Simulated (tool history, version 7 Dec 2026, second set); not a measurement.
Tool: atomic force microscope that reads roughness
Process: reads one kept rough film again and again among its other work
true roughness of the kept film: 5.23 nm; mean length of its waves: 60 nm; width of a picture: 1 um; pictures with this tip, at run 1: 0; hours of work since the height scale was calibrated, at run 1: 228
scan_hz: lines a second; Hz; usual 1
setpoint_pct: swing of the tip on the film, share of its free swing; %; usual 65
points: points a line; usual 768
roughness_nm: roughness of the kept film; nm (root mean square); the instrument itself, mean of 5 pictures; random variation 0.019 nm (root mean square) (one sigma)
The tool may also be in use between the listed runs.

run	hour	scan_hz	setpoint_pct	points	pictures with this tip	hours of work since the height scale was calibrated	roughness_nm
1	0	1	65	768	0	228	4.74
2	8.2	1	65	768	15	233	4.72
3	13.7	1	65	768	25	237	4.677
4	22.4	1	65	768	41	244	4.607
5	28.6	3.31	65	768	52	248	4.199
6	34.9	3.31	65	768	63	253	4.171
7	38.9	2.41	65	768	70	255	4.304

The next listed run, before its measurement:
8	45.4	2.41	65	768	82	260	?

roughness_nm: 4.24 nm (root mean square)
Without the tool's hidden state the same run would have given roughness_nm 4.431 nm (root mean square).
